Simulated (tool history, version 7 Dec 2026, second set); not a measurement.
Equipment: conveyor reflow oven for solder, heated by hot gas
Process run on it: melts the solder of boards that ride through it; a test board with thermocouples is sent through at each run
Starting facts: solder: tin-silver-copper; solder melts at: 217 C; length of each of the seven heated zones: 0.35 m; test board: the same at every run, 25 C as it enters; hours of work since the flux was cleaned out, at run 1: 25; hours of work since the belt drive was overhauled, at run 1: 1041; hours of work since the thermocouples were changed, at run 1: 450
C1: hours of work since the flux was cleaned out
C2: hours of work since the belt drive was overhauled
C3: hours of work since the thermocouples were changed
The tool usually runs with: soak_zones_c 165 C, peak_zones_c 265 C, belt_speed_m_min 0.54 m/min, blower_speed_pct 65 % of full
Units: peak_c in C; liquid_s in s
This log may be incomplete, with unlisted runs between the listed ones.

{"run": 1, "hour": 0.0, "soak_zones_c": 165, "peak_zones_c": 265, "belt_speed_m_min": 0.54, "blower_speed_pct": 65, "C1": 25, "C2": 1041, "C3": 450, "peak_c": 248.8, "liquid_s": 55.3}
{"run": 2, "hour": 51.7, "soak_zones_c": 165, "peak_zones_c": 265, "belt_speed_m_min": 0.54, "blower_speed_pct": 65, "C1": 49, "C2": 1065, "C3": 473, "peak_c": 248.9, "liquid_s": 54.5}
{"run": 3, "hour": 114.8, "soak_zones_c": 165, "peak_zones_c": 265, "belt_speed_m_min": 0.54, "blower_speed_pct": 65, "C1": 78, "C2": 1094, "C3": 502, "peak_c": 248.5, "liquid_s": 54.2}
{"run": 4, "hour": 175.9, "soak_zones_c": 165, "peak_zones_c": 267, "belt_speed_m_min": 0.54, "blower_speed_pct": 65, "C1": 106, "C2": 1122, "C3": 530, "peak_c": 249.9, "liquid_s": 55.5}
{"run": 5, "hour": 212.9, "soak_zones_c": 165, "peak_zones_c": 265, "belt_speed_m_min": 0.54, "blower_speed_pct": 65, "C1": 123, "C2": 1138, "C3": 547, "peak_c": 248.3, "liquid_s": 54.2}
{"run": 6, "hour": 268.8, "soak_zones_c": 165, "peak_zones_c": 265, "belt_speed_m_min": 0.54, "blower_speed_pct": 65, "C1": 148, "C2": 1164, "C3": 573, "peak_c": 247.8, "liquid_s": 54.1}
{"run": 7, "hour": 329.7, "soak_zones_c": 165, "peak_zones_c": 265, "belt_speed_m_min": 0.54, "blower_speed_pct": 65, "C1": 176, "C2": 1192, "C3": 601, "peak_c": 247.9, "liquid_s": 53.4}
{"run": 8, "hour": 382.5, "soak_zones_c": 155, "peak_zones_c": 265, "belt_speed_m_min": 0.54, "blower_speed_pct": 65, "C1": 201, "C2": 1216, "C3": 625, "peak_c": 245.5, "liquid_s": 48.6}
{"run": 9, "hour": 424.7, "soak_zones_c": 165, "peak_zones_c": 265, "belt_speed_m_min": 0.54, "blower_speed_pct": 65, "C1": 220, "C2": 1235, "C3": 644, "peak_c": 246.7, "liquid_s": 53.6}
{"run": 10, "hour": 464.3, "soak_zones_c": 165, "peak_zones_c": 265, "belt_speed_m_min": 0.54, "blower_speed_pct": 82, "C1": 238, "C2": 1254, "C3": 662, "peak_c": 251.1, "liquid_s": 57.7}
{"run": 11, "hour": 496.0, "soak_zones_c": 165, "peak_zones_c": 265, "belt_speed_m_min": 0.54, "blower_speed_pct": 65, "C1": 252, "C2": 1268, "C3": 677, "peak_c": 246.6, "liquid_s": 53.1}
{"run": 12, "hour": 548.1, "soak_zones_c": 165, "peak_zones_c": 265, "belt_speed_m_min": 0.54, "blower_speed_pct": 65, "C1": 276, "C2": 1292, "C3": 701, "peak_c": 246.1, "liquid_s": 52.1}
{"run": 13, "hour": 606.7, "soak_zones_c": 165, "peak_zones_c": 278, "belt_speed_m_min": 0.54, "blower_speed_pct": 65, "C1": 303, "C2": 1319, "C3": 728, "peak_c": 257.7, "liquid_s": 60.9}
{"run": 14, "hour": 640.0, "soak_zones_c": 165, "peak_zones_c": 265, "belt_speed_m_min": 0.54, "blower_speed_pct": 65, "C1": 318, "C2": 1334, "C3": 743, "peak_c": 245.8, "liquid_s": 51.8}
{"run": 15, "hour": 707.9, "soak_zones_c": 165, "peak_zones_c": 265, "belt_speed_m_min": 0.54, "blower_speed_pct": 65, "C1": 349, "C2": 1365, "C3": 774, "peak_c": 245.2, "liquid_s": 51.6}
{"hour": 744.2, "done": "thermocouples of zones 6 and 7 changed"}
{"run": 16, "hour": 746.0, "soak_zones_c": 165, "peak_zones_c": 265, "belt_speed_m_min": 0.54, "blower_speed_pct": 90, "C1": 366, "C2": 1382, "C3": 1, "peak_c": 253.9, "liquid_s": 60.4}
{"run": 17, "hour": 793.2, "soak_zones_c": 158, "peak_zones_c": 265, "belt_speed_m_min": 0.54, "blower_speed_pct": 87, "C1": 388, "C2": 1403, "C3": 22, "peak_c": 252.3, "liquid_s": 57.4}
{"hour": 816.4, "done": "flux residue cleaned out of gas plates and filters"}
{"run": 18, "hour": 849.9, "soak_zones_c": 175, "peak_zones_c": 266, "belt_speed_m_min": 0.54, "blower_speed_pct": 76, "C1": 15, "C2": 1427, "C3": 46, "peak_c": 255.7, "liquid_s": 64.6}
{"run": 19, "hour": 896.9, "soak_zones_c": 175, "peak_zones_c": 253, "belt_speed_m_min": 0.54, "blower_speed_pct": 74, "C1": 37, "C2": 1448, "C3": 68, "peak_c": 242.7, "liquid_s": 55.8}
{"run": 20, "hour": 964.9, "soak_zones_c": 175, "peak_zones_c": 253, "belt_speed_m_min": 0.54, "blower_speed_pct": 74, "C1": 68, "C2": 1480, "C3": 99, "peak_c": 242.4, "liquid_s": 56}
{"run": 21, "hour": 1032.8, "soak_zones_c": 175, "peak_zones_c": 253, "belt_speed_m_min": 0.54, "blower_speed_pct": 74, "C1": 99, "C2": 1511, "C3": 130, "peak_c": 242.9, "liquid_s": 55.2}
{"run": 22, "hour": 1065.1, "soak_zones_c": 165, "peak_zones_c": 265, "belt_speed_m_min": 0.448, "blower_speed_pct": 63, "C1": 114, "C2": 1525, "C3": 145, "peak_c": 254.8, "liquid_s": 74}

The next listed run, before its measurement:
{"run": 23, "hour": 1105.5, "soak_zones_c": 152, "peak_zones_c": 265, "belt_speed_m_min": 0.609, "blower_speed_pct": 87, "C1": 132, "C2": 1544, "C3": 163, "peak_c": "?", "liquid_s": "?"}

For run 23 the tool returned peak_c 249.7 C, liquid_s 47.4 s.
With no hidden state in the tool, this same run would have given peak_c 250.2 C, liquid_s 45.8 s.

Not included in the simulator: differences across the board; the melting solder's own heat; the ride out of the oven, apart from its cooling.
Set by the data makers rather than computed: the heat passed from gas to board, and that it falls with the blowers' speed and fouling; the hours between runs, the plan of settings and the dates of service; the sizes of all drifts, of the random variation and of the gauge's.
